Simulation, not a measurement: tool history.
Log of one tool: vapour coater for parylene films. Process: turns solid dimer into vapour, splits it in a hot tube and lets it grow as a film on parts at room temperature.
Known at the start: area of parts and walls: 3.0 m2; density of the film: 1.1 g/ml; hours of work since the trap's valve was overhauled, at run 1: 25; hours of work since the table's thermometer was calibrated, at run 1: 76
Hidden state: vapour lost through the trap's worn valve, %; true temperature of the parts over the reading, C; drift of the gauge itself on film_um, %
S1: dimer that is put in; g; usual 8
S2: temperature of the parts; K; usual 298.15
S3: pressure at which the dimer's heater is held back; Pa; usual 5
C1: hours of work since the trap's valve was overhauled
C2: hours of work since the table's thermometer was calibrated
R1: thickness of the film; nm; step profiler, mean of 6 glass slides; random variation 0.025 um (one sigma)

run	day	S1	S2	S3	C1	C2	R1
1	0	8	298.15	5	25	76	1810
2	1.633	8	291.15	5	41	92	2110
3	2.733	8	291.15	5	52	102	2110
4	4.3	8	304.15	5	67	118	1530
5	5.771	8	304.15	5	81	132	1490
6	7.475	8	293.15	5	98	149	1950
7	9.25	8	293.15	8.66	115	166	1900
8	10.983	8	293.15	8.66	132	183	1910
9	11.754	8	293.15	8.66	140	190	1900
10	13.25	8	298.15	5	154	205	1730
11	14.908	8	298.15	5	170	221	1660
12	16.062	8	298.15	5	181	232	1710
13	16.85	8	298.15	5	189	240	1700
14	17.808	8	298.15	5	198	249	1680
15	19.142	8	298.15	5	211	262	1700
# day 20.05: trap's valve overhauled
16	20.196	8	298.15	5	1	271	1830
17	21.921	8	298.15	5	18	287	1810
18	22.829	8	301.15	5	27	296	1690
19	23.85	8	301.15	5	37	306	1660
20	25.45	11	296.15	5.1	52	322	2530
21	26.5	4	293.15	5.19	63	332	970

The next listed run, before its measurement:
22	28.346	4	293.15	5.19	81	350	?

R1: 990 nm
Without the tool's hidden state the same run would have given R1 1040 nm.

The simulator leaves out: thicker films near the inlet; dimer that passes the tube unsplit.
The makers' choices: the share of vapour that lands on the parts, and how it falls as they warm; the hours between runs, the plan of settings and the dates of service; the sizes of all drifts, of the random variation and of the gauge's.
